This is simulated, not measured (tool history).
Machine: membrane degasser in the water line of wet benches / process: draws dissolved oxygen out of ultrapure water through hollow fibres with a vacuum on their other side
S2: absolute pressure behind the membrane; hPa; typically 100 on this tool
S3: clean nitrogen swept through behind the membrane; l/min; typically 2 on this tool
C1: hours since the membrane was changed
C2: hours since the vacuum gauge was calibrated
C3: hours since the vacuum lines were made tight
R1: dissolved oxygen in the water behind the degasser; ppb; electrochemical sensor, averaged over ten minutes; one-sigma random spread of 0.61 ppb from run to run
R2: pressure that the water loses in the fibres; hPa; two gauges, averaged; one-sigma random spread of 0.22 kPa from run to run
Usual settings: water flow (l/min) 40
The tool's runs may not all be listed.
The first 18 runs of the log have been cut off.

{"run": 19, "day": 59.504, "water flow (l/min)": 33, "S2": 63, "S3": 2.33, "C1": 3470, "C2": 2024, "C3": 1588, "R1": 104.5, "R2": 438.5}
{"run": 20, "day": 63.404, "water flow (l/min)": 33, "S2": 93, "S3": 3.82, "C1": 3564, "C2": 2117, "C3": 1681, "R1": 127.7, "R2": 444.5}
{"run": 21, "day": 67.392, "water flow (l/min)": 52, "S2": 100, "S3": 1.24, "C1": 3660, "C2": 2213, "C3": 1777, "R1": 549.5, "R2": 693.4}
{"day": 67.675, "done": "vacuum gauge calibrated"}
{"run": 22, "day": 69.196, "water flow (l/min)": 27, "S2": 100, "S3": 0.9, "C1": 3703, "C2": 37, "C3": 1820, "R1": 421.7, "R2": 361.9}
{"run": 23, "day": 72.954, "water flow (l/min)": 32, "S2": 244, "S3": 1.32, "C1": 3793, "C2": 127, "C3": 1910, "R1": 1007.7, "R2": 432.1}
{"run": 24, "day": 75.321, "water flow (l/min)": 34, "S2": 210, "S3": 3.36, "C1": 3850, "C2": 184, "C3": 1967, "R1": 411.1, "R2": 456.9}
{"run": 25, "day": 78.829, "water flow (l/min)": 38, "S2": 102, "S3": 2, "C1": 3934, "C2": 268, "C3": 2051, "R1": 298.2, "R2": 511.5}
{"day": 82.229, "done": "vacuum gauge calibrated, once more"}
{"run": 26, "day": 82.412, "water flow (l/min)": 39, "S2": 102, "S3": 5.35, "C1": 4019, "C2": 4, "C3": 2137, "R1": 123.9, "R2": 519.3}
{"run": 27, "day": 86.183, "water flow (l/min)": 52, "S2": 102, "S3": 0.83, "C1": 4110, "C2": 95, "C3": 2227, "R1": 745.3, "R2": 701.3}
{"run": 28, "day": 89.2, "water flow (l/min)": 50, "S2": 102, "S3": 1.89, "C1": 4182, "C2": 167, "C3": 2300, "R1": 387.9, "R2": 676.6}
{"run": 29, "day": 92.592, "water flow (l/min)": 50, "S2": 102, "S3": 1.89, "C1": 4263, "C2": 249, "C3": 2381, "R1": 389.5, "R2": 676.5}
{"run": 30, "day": 95.242, "water flow (l/min)": 50, "S2": 102, "S3": 1.89, "C1": 4327, "C2": 312, "C3": 2445, "R1": 389.5, "R2": 678}
{"run": 31, "day": 98.862, "water flow (l/min)": 50, "S2": 102, "S3": 1.89, "C1": 4414, "C2": 399, "C3": 2531, "R1": 390.6, "R2": 678.3}
{"run": 32, "day": 102.962, "water flow (l/min)": 50, "S2": 138, "S3": 0.96, "C1": 4512, "C2": 498, "C3": 2630, "R1": 956.2, "R2": 673.1}

Predict each of these 3 candidate next runs independently; none follows another, all start after run 32:
{"run": "A", "day": 106.733, "water flow (l/min)": 50, "S2": 138, "S3": 2.74, "C1": 4603, "C2": 588, "C3": 2720, "R1": "?", "R2": "?"}
{"run": "B", "day": 106.733, "water flow (l/min)": 60, "S2": 155, "S3": 1.01, "C1": 4603, "C2": 588, "C3": 2720, "R1": "?", "R2": "?"}
{"run": "C", "day": 106.733, "water flow (l/min)": 45, "S2": 138, "S3": 1.91, "C1": 4603, "C2": 588, "C3": 2720, "R1": "?", "R2": "?"}

run=A R1=423.4 R2=672
run=B R1=1200.1 R2=817.8
run=C R1=523.2 R2=608.8
The same runs, with their run-to-run variation unchanged, on a tool lacking any hidden condition would have given:
run=A R1=419.5 R2=645.7
run=B R1=1194.9 R2=786
run=C R1=519 R2=585
